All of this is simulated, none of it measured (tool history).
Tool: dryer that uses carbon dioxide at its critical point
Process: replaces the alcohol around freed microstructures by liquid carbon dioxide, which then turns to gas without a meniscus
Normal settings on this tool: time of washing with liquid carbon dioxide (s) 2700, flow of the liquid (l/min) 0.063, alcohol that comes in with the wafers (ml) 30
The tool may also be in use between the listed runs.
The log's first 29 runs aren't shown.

| run | hour | time of washing with liquid carbon dioxide (s) | flow of the liquid (l/min) | alcohol that comes in with the wafers (ml) | hours of work since the filter was changed | hours of work since the purifier's bed was changed | alcohol left in the vessel before it's heated (ppm by volume) |
|---|---|---|---|---|---|---|---|
| 30 | 212.5 | 2700 | 0.0694 | 64 | 34 | 161 | 574 |
| 31 | 220.1 | 2700 | 0.0694 | 64 | 38 | 166 | 583 |
| 32 | 229.6 | 2460 | 0.0968 | 116 | 44 | 171 | 222 |
| 33 | 236.6 | 2640 | 0.0972 | 30 | 47 | 175 | 47 |
| 34 | 244.5 | 2640 | 0.0972 | 30 | 52 | 179 | 48 |
| 35 | 249.9 | 2880 | 0.063 | 22 | 55 | 182 | 274 |
| 36 | 256.1 | 3360 | 0.0709 | 57 | 58 | 185 | 143 |
| 37 | 262 | 4200 | 0.0774 | 57 | 61 | 189 | 20 |
| 38 | 271.9 | 3240 | 0.0453 | 38 | 67 | 194 | 1283 |
| 39 | 280.9 | 3240 | 0.0453 | 38 | 72 | 199 | 1269 |
| 40 | 285.3 | 2700 | 0.0416 | 30 | 74 | 201 | 2666 |
| 41 | 289.6 | 2700 | 0.0566 | 30 | 77 | 204 | 822 |
| 42 | 296.4 | 1920 | 0.0707 | 32 | 80 | 208 | 1372 |
| 43 | 304 | 1920 | 0.0707 | 32 | 85 | 212 | 1465 |
| 44 | 309.4 | 1740 | 0.0438 | 76 | 88 | 215 | 19004 |
| 45 | 313.8 | 1860 | 0.0749 | 50 | 90 | 217 | 2035 |
| 46 | 318.6 | 3960 | 0.0712 | 21 | 93 | 220 | 21 |

What if the next run were any one of these 5? Each begins from the tool's condition after run 46:
| A | 328.2 | 1860 | 0.095 | 30 | 98 | 225 | ? |
| B | 328.2 | 2700 | 0.0727 | 30 | 98 | 225 | ? |
| C | 328.2 | 2100 | 0.0493 | 112 | 98 | 225 | ? |
| D | 328.2 | 2700 | 0.0413 | 27 | 98 | 225 | ? |
| E | 328.2 | 3960 | 0.0845 | 21 | 98 | 225 | ? |

| run | alcohol left in the vessel before it's heated (ppm by volume) |
|---|---|
| A | 428 |
| B | 262 |
| C | 13134 |
| D | 2614 |
| E | 19 |
With the hidden condition removed and each run's random variation left untouched, the same runs would have given:
| run | alcohol left in the vessel before it's heated (ppm by volume) |
|---|---|
| A | 324 |
| B | 193 |
| C | 11280 |
| D | 2219 |
| E | 12 |

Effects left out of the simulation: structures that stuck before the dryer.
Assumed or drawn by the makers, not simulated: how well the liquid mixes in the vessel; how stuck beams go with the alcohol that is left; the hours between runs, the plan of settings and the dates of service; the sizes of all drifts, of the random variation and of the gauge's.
